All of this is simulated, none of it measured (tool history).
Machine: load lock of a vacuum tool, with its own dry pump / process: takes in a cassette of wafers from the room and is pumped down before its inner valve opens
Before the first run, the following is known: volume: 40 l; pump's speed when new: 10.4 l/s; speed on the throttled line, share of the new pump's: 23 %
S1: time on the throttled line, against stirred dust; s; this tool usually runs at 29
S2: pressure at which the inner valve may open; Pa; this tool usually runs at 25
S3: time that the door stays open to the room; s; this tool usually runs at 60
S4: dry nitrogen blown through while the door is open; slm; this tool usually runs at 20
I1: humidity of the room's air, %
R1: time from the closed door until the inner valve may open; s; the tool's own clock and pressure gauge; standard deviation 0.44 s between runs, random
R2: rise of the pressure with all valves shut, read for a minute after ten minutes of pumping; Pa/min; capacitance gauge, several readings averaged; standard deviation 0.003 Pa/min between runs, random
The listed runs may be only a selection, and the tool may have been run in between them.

{"run": 1, "hour": 0.0, "S1": 29, "S2": 25, "S3": 60, "S4": 20, "I1": 43.1, "R1": 54.1, "R2": 0.023}
{"run": 2, "hour": 122.8, "S1": 29, "S2": 25, "S3": 60, "S4": 20, "I1": 44.4, "R1": 54.3, "R2": 0.026}
{"run": 3, "hour": 179.5, "S1": 29, "S2": 25, "S3": 60, "S4": 20, "I1": 46.3, "R1": 54.8, "R2": 0.023}
{"run": 4, "hour": 276.3, "S1": 29, "S2": 25, "S3": 60, "S4": 20, "I1": 44.7, "R1": 54.1, "R2": 0.022}
{"run": 5, "hour": 394.9, "S1": 29, "S2": 25, "S3": 60, "S4": 20, "I1": 46.0, "R1": 54.7, "R2": 0.028}
{"run": 6, "hour": 491.7, "S1": 29, "S2": 25, "S3": 60, "S4": 20, "I1": 41.5, "R1": 54.6, "R2": 0.027}
{"hour": 551.1, "done": "door's seal changed, seat wiped"}
{"run": 7, "hour": 552.3, "S1": 23, "S2": 25, "S3": 60, "S4": 20, "I1": 44.5, "R1": 49.6, "R2": 0.024}
{"run": 8, "hour": 628.7, "S1": 23, "S2": 25, "S3": 60, "S4": 20, "I1": 44.2, "R1": 49.6, "R2": 0.02}
{"run": 9, "hour": 716.3, "S1": 23, "S2": 25, "S3": 60, "S4": 20, "I1": 44.1, "R1": 49.8, "R2": 0.026}
{"run": 10, "hour": 804.8, "S1": 23, "S2": 25, "S3": 60, "S4": 20, "I1": 42.6, "R1": 50.5, "R2": 0.023}
{"run": 11, "hour": 895.9, "S1": 23, "S2": 25, "S3": 60, "S4": 20, "I1": 41.7, "R1": 51.0, "R2": 0.023}
{"run": 12, "hour": 995.0, "S1": 29, "S2": 25, "S3": 60, "S4": 20, "I1": 42.4, "R1": 54.2, "R2": 0.02}
{"run": 13, "hour": 1112.4, "S1": 29, "S2": 25, "S3": 60, "S4": 20, "I1": 43.2, "R1": 54.2, "R2": 0.026}
{"run": 14, "hour": 1207.0, "S1": 29, "S2": 25, "S3": 60, "S4": 20, "I1": 39.8, "R1": 55.0, "R2": 0.026}
{"run": 15, "hour": 1277.4, "S1": 29, "S2": 25, "S3": 60, "S4": 20, "I1": 43.9, "R1": 54.5, "R2": 0.018}
{"run": 16, "hour": 1356.9, "S1": 29, "S2": 25, "S3": 60, "S4": 20, "I1": 42.1, "R1": 54.8, "R2": 0.021}
{"run": 17, "hour": 1408.9, "S1": 29, "S2": 25, "S3": 60, "S4": 20, "I1": 47.9, "R1": 54.6, "R2": 0.021}
{"run": 18, "hour": 1480.1, "S1": 29, "S2": 25, "S3": 60, "S4": 20, "I1": 43.4, "R1": 54.6, "R2": 0.022}
{"run": 19, "hour": 1577.8, "S1": 55, "S2": 30, "S3": 27, "S4": 13, "I1": 42.4, "R1": 73.9, "R2": 0.016}
{"run": 20, "hour": 1648.6, "S1": 55, "S2": 30, "S3": 27, "S4": 13, "I1": 44.0, "R1": 74.0, "R2": 0.021}
{"run": 21, "hour": 1700.7, "S1": 20, "S2": 25, "S3": 75, "S4": 20, "I1": 47.5, "R1": 47.2, "R2": 0.02}

What will run 22 give?
{"run": 22, "hour": 1804.1, "S1": 24, "S2": 25, "S3": 60, "S4": 20, "I1": 47.6, "R1": "?", "R2": "?"}

{"run 22": {"R1": 50.6, "R2": 0.023}}
The same run, on a tool lacking any hidden state, would have yielded R1 50.6 s, R2 0.022 Pa/min.

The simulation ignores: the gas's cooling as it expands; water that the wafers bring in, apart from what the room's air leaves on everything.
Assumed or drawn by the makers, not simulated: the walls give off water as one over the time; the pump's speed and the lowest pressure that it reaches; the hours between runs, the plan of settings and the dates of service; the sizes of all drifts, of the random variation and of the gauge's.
